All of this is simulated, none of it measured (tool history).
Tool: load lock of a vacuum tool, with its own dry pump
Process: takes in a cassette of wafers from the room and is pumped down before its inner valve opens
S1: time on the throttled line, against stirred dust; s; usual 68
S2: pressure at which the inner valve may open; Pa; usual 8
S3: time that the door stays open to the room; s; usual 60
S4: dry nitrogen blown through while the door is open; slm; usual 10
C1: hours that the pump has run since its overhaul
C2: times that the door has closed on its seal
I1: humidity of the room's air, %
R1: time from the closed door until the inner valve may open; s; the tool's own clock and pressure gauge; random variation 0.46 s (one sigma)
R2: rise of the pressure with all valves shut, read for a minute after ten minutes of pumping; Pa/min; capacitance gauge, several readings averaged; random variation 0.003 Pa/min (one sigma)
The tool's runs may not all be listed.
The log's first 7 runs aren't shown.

run	hour	S1	S2	S3	S4	C1	C2	I1	R1	R2
8	498.7	68	8	60	10	1562	976	44.8	113.6	0.045
9	572.5	68	8	60	10	1635	1055	46.5	114.6	0.041
10	648.2	68	8	60	10	1711	1135	49	114.7	0.043
11	719.2	68	8	60	10	1782	1210	45.8	113.6	0.037
12	824.2	68	8	60	10	1887	1322	45	114.6	0.044
13	932.1	68	8	60	10	1995	1436	43.5	113.9	0.042
14	988.9	68	8	60	10	2052	1497	45.6	114.2	0.036
15	1047.7	68	8	60	10	2111	1559	47.6	114.2	0.041
16	1100.9	68	8	60	10	2164	1615	43.5	112.8	0.042
17	1205.1	68	8	60	10	2268	1726	46.3	114.2	0.045
18	1321.2	68	8	60	10	2384	1849	40.8	115.2	0.034
19	1421.5	68	8	60	10	2484	1956	43.1	114.9	0.041
20	1534.1	68	6	60	10	2597	2075	44.8	117.3	0.037
21	1650.8	68	6	82	6	2714	2199	46.8	115.9	0.052
22	1748.3	38	8	60	10	2811	2302	42.7	91.2	0.038
23	1831.7	68	16	60	22	2895	2391	45.9	109.2	0.044
24	1943	113	9	41	16	3006	2509	43.3	149	0.028
25	2025.4	77	12	60	44	3088	2596	45.4	119.4	0.025
26	2095.9	57	8	60	11	3159	2671	46	105.9	0.04
27	2191.4	57	8	60	11	3254	2773	43.1	105.4	0.043
28	2249.1	133	12	36	16	3312	2834	46.9	162.6	0.032

Forecast run 29:
29	2342.8	133	12	36	16	3406	2933	46.5	?	?

Run 29 gave R1 162.4 s, R2 0.029 Pa/min.
Without the tool's hidden state the same run would have given R1 161.8 s, R2 0.02 Pa/min.
